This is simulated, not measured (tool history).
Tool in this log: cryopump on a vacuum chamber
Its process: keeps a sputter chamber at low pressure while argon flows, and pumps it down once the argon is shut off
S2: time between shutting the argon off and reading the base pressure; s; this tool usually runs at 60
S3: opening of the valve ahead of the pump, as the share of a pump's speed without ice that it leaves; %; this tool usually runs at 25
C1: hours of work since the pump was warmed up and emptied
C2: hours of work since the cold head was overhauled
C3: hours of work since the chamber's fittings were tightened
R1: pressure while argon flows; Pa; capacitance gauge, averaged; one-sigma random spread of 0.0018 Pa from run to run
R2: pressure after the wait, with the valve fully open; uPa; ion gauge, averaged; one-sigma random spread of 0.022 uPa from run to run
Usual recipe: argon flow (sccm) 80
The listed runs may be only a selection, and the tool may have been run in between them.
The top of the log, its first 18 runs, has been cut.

{"run": 19, "hour": 711.5, "argon flow (sccm)": 80, "S2": 21, "S3": 16, "C1": 732, "C2": 732, "C3": 1470, "R1": 0.6949, "R2": 2.75}
{"run": 20, "hour": 757.3, "argon flow (sccm)": 79, "S2": 21, "S3": 15, "C1": 753, "C2": 753, "C3": 1491, "R1": 0.7283, "R2": 2.88}
{"run": 21, "hour": 811.9, "argon flow (sccm)": 93, "S2": 205, "S3": 15, "C1": 778, "C2": 778, "C3": 1516, "R1": 0.86, "R2": 1.78}
{"run": 22, "hour": 838.0, "argon flow (sccm)": 85, "S2": 60, "S3": 25, "C1": 790, "C2": 790, "C3": 1528, "R1": 0.4799, "R2": 2.09}
{"run": 23, "hour": 881.9, "argon flow (sccm)": 32, "S2": 182, "S3": 50, "C1": 810, "C2": 810, "C3": 1548, "R1": 0.0961, "R2": 1.85}
{"run": 24, "hour": 915.7, "argon flow (sccm)": 57, "S2": 182, "S3": 50, "C1": 826, "C2": 826, "C3": 1564, "R1": 0.1677, "R2": 1.81}
{"run": 25, "hour": 962.2, "argon flow (sccm)": 104, "S2": 41, "S3": 35, "C1": 847, "C2": 847, "C3": 1585, "R1": 0.4273, "R2": 2.35}
{"run": 26, "hour": 1001.5, "argon flow (sccm)": 77, "S2": 41, "S3": 23, "C1": 865, "C2": 865, "C3": 1603, "R1": 0.4707, "R2": 2.38}
{"run": 27, "hour": 1025.5, "argon flow (sccm)": 80, "S2": 65, "S3": 25, "C1": 877, "C2": 877, "C3": 1614, "R1": 0.4555, "R2": 2.17}
{"run": 28, "hour": 1070.7, "argon flow (sccm)": 80, "S2": 65, "S3": 25, "C1": 897, "C2": 897, "C3": 1635, "R1": 0.455, "R2": 2.16}
{"hour": 1106.0, "done": "pump warmed up, emptied and cooled again"}
{"run": 29, "hour": 1115.7, "argon flow (sccm)": 142, "S2": 50, "S3": 25, "C1": 4, "C2": 916, "C3": 1654, "R1": 0.7655, "R2": 2.01}
{"run": 30, "hour": 1140.2, "argon flow (sccm)": 36, "S2": 60, "S3": 35, "C1": 16, "C2": 927, "C3": 1665, "R1": 0.1376, "R2": 1.9}
{"run": 31, "hour": 1165.5, "argon flow (sccm)": 106, "S2": 56, "S3": 29, "C1": 27, "C2": 939, "C3": 1676, "R1": 0.4944, "R2": 1.94}
{"run": 32, "hour": 1219.7, "argon flow (sccm)": 106, "S2": 56, "S3": 29, "C1": 52, "C2": 963, "C3": 1701, "R1": 0.4963, "R2": 1.98}
{"run": 33, "hour": 1273.5, "argon flow (sccm)": 106, "S2": 56, "S3": 29, "C1": 77, "C2": 988, "C3": 1726, "R1": 0.4943, "R2": 1.93}

Below are 4 alternative next runs, each starting from the tool's condition after run 33. Predict each:
{"run": "A", "hour": 1323.2, "argon flow (sccm)": 46, "S2": 60, "S3": 18, "C1": 100, "C2": 1011, "C3": 1749, "R1": "?", "R2": "?"}
{"run": "B", "hour": 1323.2, "argon flow (sccm)": 106, "S2": 120, "S3": 29, "C1": 100, "C2": 1011, "C3": 1749, "R1": "?", "R2": "?"}
{"run": "C", "hour": 1323.2, "argon flow (sccm)": 106, "S2": 21, "S3": 19, "C1": 100, "C2": 1011, "C3": 1749, "R1": "?", "R2": "?"}
{"run": "D", "hour": 1323.2, "argon flow (sccm)": 106, "S2": 56, "S3": 16, "C1": 100, "C2": 1011, "C3": 1749, "R1": "?", "R2": "?"}

run=A R1=0.3460 R2=1.98
run=B R1=0.4953 R2=1.83
run=C R1=0.7580 R2=2.76
run=D R1=0.8934 R2=2.02
Without the tool's hidden state the same runs would have given:
run=A R1=0.3440 R2=0.68
run=B R1=0.4908 R2=0.47
run=C R1=0.7534 R2=1.44
run=D R1=0.8888 R2=0.68

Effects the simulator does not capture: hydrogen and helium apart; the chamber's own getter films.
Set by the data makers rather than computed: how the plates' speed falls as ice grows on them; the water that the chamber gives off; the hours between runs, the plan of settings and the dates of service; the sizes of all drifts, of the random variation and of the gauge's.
